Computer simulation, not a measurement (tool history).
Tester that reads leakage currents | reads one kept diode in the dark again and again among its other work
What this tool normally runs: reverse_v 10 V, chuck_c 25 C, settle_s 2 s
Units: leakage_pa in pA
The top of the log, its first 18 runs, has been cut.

run,hour,reverse_v,chuck_c,settle_s,leakage_pa
19,542.1,16.2,25,2,115.65
20,574,3.3,50,0.33,393
21,614.6,3.3,50,0.33,391.34
22,644.3,3.3,50,0.33,391.95
23,682.6,10,25,3.02,85.97
24,707,10,39,0.95,298.34
25,731.6,10,41,1.81,352.77
26,754.6,10,41,1.81,353.01
27,796.6,9.9,23,3.52,71.69
28,838.2,10,50,2,740.69
29,884.4,10,50,2,739.81
30,929.5,1.3,41,2,107.93
31,955.3,1.5,25,2.32,28.15
32,995.5,1.2,37,0.34,73.17
33,1037.8,10,23,2,71.75
34,1058.4,10,25,3.33,85.53

Below are 5 alternative next runs, each starting from the tool's condition after run 34. Predict each:
A,1104.2,4,30,2,?
B,1104.2,10,46,2,?
C,1104.2,4.6,53,2,?
D,1104.2,6.7,25,2,?
E,1104.2,10,25,6.45,?

run,leakage_pa
A,78.56
B,531.38
C,593.59
D,67.93
E,85.67
Without the tool's unlogged condition, the same runs would have read:
run,leakage_pa
A,83.14
B,565.08
C,632.08
D,70.85
E,88.83
